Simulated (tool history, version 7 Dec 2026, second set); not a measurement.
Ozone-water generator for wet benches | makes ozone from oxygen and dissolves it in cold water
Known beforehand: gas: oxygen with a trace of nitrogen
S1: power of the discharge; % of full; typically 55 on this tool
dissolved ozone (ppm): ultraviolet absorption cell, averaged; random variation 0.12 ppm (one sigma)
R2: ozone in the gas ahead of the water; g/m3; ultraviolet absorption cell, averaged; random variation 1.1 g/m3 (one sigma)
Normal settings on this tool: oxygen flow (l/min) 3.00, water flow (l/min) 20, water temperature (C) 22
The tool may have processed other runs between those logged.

run 1 hour=0.0 | S1=55 oxygen_flow_(l/min)=3.00 water_flow_(l/min)=20 water_temperature_(C)=22 | dissolved_ozone_(ppm)=12.5 R2=184.1
run 2 hour=16.6 | S1=55 oxygen_flow_(l/min)=3.00 water_flow_(l/min)=20 water_temperature_(C)=22 | dissolved_ozone_(ppm)=12.6 R2=183.2
run 3 hour=44.3 | S1=55 oxygen_flow_(l/min)=3.00 water_flow_(l/min)=20 water_temperature_(C)=22 | dissolved_ozone_(ppm)=12.5 R2=185.8
run 4 hour=68.5 | S1=64 oxygen_flow_(l/min)=3.00 water_flow_(l/min)=20 water_temperature_(C)=22 | dissolved_ozone_(ppm)=14.0 R2=209.0
run 5 hour=95.2 | S1=55 oxygen_flow_(l/min)=4.92 water_flow_(l/min)=20 water_temperature_(C)=22 | dissolved_ozone_(ppm)=13.7 R2=153.7
run 6 hour=131.1 | S1=55 oxygen_flow_(l/min)=4.92 water_flow_(l/min)=20 water_temperature_(C)=22 | dissolved_ozone_(ppm)=13.9 R2=154.4
run 7 hour=153.2 | S1=55 oxygen_flow_(l/min)=4.92 water_flow_(l/min)=20 water_temperature_(C)=22 | dissolved_ozone_(ppm)=13.7 R2=153.3
run 8 hour=189.3 | S1=55 oxygen_flow_(l/min)=4.92 water_flow_(l/min)=20 water_temperature_(C)=22 | dissolved_ozone_(ppm)=13.8 R2=153.4
run 9 hour=220.3 | S1=55 oxygen_flow_(l/min)=3.00 water_flow_(l/min)=20 water_temperature_(C)=22 | dissolved_ozone_(ppm)=12.8 R2=187.0
run 10 hour=237.2 | S1=55 oxygen_flow_(l/min)=3.00 water_flow_(l/min)=20 water_temperature_(C)=18 | dissolved_ozone_(ppm)=13.1 R2=186.1
run 11 hour=275.7 | S1=55 oxygen_flow_(l/min)=3.00 water_flow_(l/min)=20 water_temperature_(C)=18 | dissolved_ozone_(ppm)=12.9 R2=187.2
run 12 hour=292.6 | S1=55 oxygen_flow_(l/min)=3.00 water_flow_(l/min)=20 water_temperature_(C)=18 | dissolved_ozone_(ppm)=13.1 R2=186.7
run 13 hour=332.4 | S1=55 oxygen_flow_(l/min)=3.00 water_flow_(l/min)=20 water_temperature_(C)=18 | dissolved_ozone_(ppm)=13.0 R2=188.7
run 14 hour=351.5 | S1=44 oxygen_flow_(l/min)=4.82 water_flow_(l/min)=28 water_temperature_(C)=24 | dissolved_ozone_(ppm)=8.3 R2=131.7
run 15 hour=390.8 | S1=44 oxygen_flow_(l/min)=4.82 water_flow_(l/min)=28 water_temperature_(C)=24 | dissolved_ozone_(ppm)=8.3 R2=131.6
run 16 hour=409.2 | S1=44 oxygen_flow_(l/min)=4.82 water_flow_(l/min)=28 water_temperature_(C)=24 | dissolved_ozone_(ppm)=8.4 R2=132.1
run 17 hour=446.5 | S1=55 oxygen_flow_(l/min)=4.84 water_flow_(l/min)=25 water_temperature_(C)=19 | dissolved_ozone_(ppm)=11.9 R2=157.2
run 18 hour=483.2 | S1=55 oxygen_flow_(l/min)=4.84 water_flow_(l/min)=25 water_temperature_(C)=19 | dissolved_ozone_(ppm)=11.7 R2=156.9
run 19 hour=522.8 | S1=55 oxygen_flow_(l/min)=1.52 water_flow_(l/min)=20 water_temperature_(C)=22 | dissolved_ozone_(ppm)=10.0 R2=247.6
run 20 hour=562.7 | S1=49 oxygen_flow_(l/min)=2.48 water_flow_(l/min)=26 water_temperature_(C)=22 | dissolved_ozone_(ppm)=8.2 R2=185.8
run 21 hour=579.0 | S1=78 oxygen_flow_(l/min)=2.32 water_flow_(l/min)=20 water_temperature_(C)=22 | dissolved_ozone_(ppm)=15.5 R2=278.9
run 22 hour=603.0 | S1=78 oxygen_flow_(l/min)=2.32 water_flow_(l/min)=20 water_temperature_(C)=22 | dissolved_ozone_(ppm)=15.2 R2=279.2
run 23 hour=637.9 | S1=78 oxygen_flow_(l/min)=2.32 water_flow_(l/min)=20 water_temperature_(C)=22 | dissolved_ozone_(ppm)=15.4 R2=279.5
-- hour=657.2 gauge calibrated
run 24 hour=657.2 | S1=49 oxygen_flow_(l/min)=5.02 water_flow_(l/min)=14 water_temperature_(C)=21 | dissolved_ozone_(ppm)=16.9 R2=136.2
run 25 hour=677.9 | S1=51 oxygen_flow_(l/min)=3.00 water_flow_(l/min)=20 water_temperature_(C)=15 | dissolved_ozone_(ppm)=12.5 R2=174.5
run 26 hour=714.5 | S1=51 oxygen_flow_(l/min)=3.00 water_flow_(l/min)=20 water_temperature_(C)=15 | dissolved_ozone_(ppm)=12.3 R2=174.1

Consider 5 possible next runs. They are alternatives, not a sequence: every one starts from the tool as it was left by run 26. What does each give?
run A hour=749.6 | S1=46 oxygen_flow_(l/min)=4.42 water_flow_(l/min)=20 water_temperature_(C)=20 | dissolved_ozone_(ppm)=? R2=?
run B hour=749.6 | S1=62 oxygen_flow_(l/min)=2.44 water_flow_(l/min)=16 water_temperature_(C)=22 | dissolved_ozone_(ppm)=? R2=?
run C hour=749.6 | S1=62 oxygen_flow_(l/min)=2.53 water_flow_(l/min)=20 water_temperature_(C)=15 | dissolved_ozone_(ppm)=? R2=?
run D hour=749.6 | S1=85 oxygen_flow_(l/min)=3.89 water_flow_(l/min)=15 water_temperature_(C)=22 | dissolved_ozone_(ppm)=? R2=?
run E hour=749.6 | S1=69 oxygen_flow_(l/min)=4.34 water_flow_(l/min)=20 water_temperature_(C)=14 | dissolved_ozone_(ppm)=? R2=?

run=A dissolved_ozone_(ppm)=12.4 R2=137.2
run=B dissolved_ozone_(ppm)=15.9 R2=222.8
run=C dissolved_ozone_(ppm)=14.1 R2=218.6
run=D dissolved_ozone_(ppm)=24.0 R2=237.1
run=E dissolved_ozone_(ppm)=18.0 R2=192.2
With the hidden condition removed and each run's random variation left untouched, the same runs would have given:
run=A dissolved_ozone_(ppm)=12.4 R2=136.7
run=B dissolved_ozone_(ppm)=15.9 R2=222.0
run=C dissolved_ozone_(ppm)=14.1 R2=217.8
run=D dissolved_ozone_(ppm)=24.0 R2=236.2
run=E dissolved_ozone_(ppm)=18.0 R2=191.5
